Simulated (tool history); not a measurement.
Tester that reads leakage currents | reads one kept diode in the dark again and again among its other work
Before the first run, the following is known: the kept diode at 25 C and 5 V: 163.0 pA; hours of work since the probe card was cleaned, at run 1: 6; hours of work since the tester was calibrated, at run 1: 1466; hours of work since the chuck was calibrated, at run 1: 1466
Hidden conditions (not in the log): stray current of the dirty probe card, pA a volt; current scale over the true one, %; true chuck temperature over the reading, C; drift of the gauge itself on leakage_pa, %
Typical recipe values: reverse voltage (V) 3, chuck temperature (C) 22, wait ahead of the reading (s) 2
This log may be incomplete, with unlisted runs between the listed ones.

run,hour,reverse voltage (V),chuck temperature (C),wait ahead of the reading (s),hours of work since the probe card was cleaned,hours of work since the tester was calibrated,hours of work since the chuck was calibrated,current that the tester gives (pA)
1,0,3,22,2,6,1466,1466,112.51
2,119.7,16.95,22,2,97,1558,1558,274.7
3,267.3,3,22,2,210,1671,1671,115.14
4,455.3,6.05,22,2,354,1815,1815,167.22
# hour 499: chuck's temperature calibrated
5,633.1,6.05,22,2,488,1949,103,140.75
6,822.9,3,22,2,633,2094,248,99.52
7,1016.3,3,22,2,781,2242,395,101.62
8,1138,3,22,2,874,2335,489,103.03
9,1332.5,3.7,22,2,1023,2484,637,116.75
10,1453.7,3,22,2,1116,2576,730,106.09
11,1571.6,3,22,2,1206,2666,820,107.05
12,1775.2,9.76,22,2,1361,2822,976,203.12
13,1954.7,3,22,2,1499,2959,1113,110.82
14,2063.9,6.05,22,0.89,1582,3043,1196,163.56
15,2161.9,11.22,20,2,1657,3118,1271,192.12
16,2269.1,11.22,20,2,1739,3200,1353,193.15
17,2409.7,6.8,23,0.33,1847,3307,1461,201.03
18,2535.4,6.8,33,2.37,1943,3403,1557,465.33
19,2769.2,14.11,21,0.68,2121,3582,1736,256.72
20,2893.5,3,36,2,2216,3677,1831,408.5
# hour 2922.4: chuck's temperature calibrated
21,3062.5,2.71,22,2,2344,3805,107,97.82
22,3172.3,1.66,52,5.56,2428,3889,191,960.12
# hour 3238.7: tester calibrated
23,3370.8,1.1,24,2.93,2578,101,341,72.99
# hour 3389.8: probe card cleaned and baked
24,3539.7,1.4,57,2.93,115,228,468,1284.94
25,3776.3,1.4,57,2.93,296,409,649,1309.82
26,3986,2.1,41,2,456,569,809,458.07

Forecast each of these 3 alternatives for the next run:
A,4157.9,1.12,21,2.07,587,700,941,?
B,4157.9,19.73,56,0.88,587,700,941,?
C,4157.9,2.1,41,0.58,587,700,941,?

run,current that the tester gives (pA)
A,57.71
B,4736.05
C,464.32
Without the tool's hidden state the same runs would have given:
run,current that the tester gives (pA)
A,52.88
B,4436.76
C,432.48
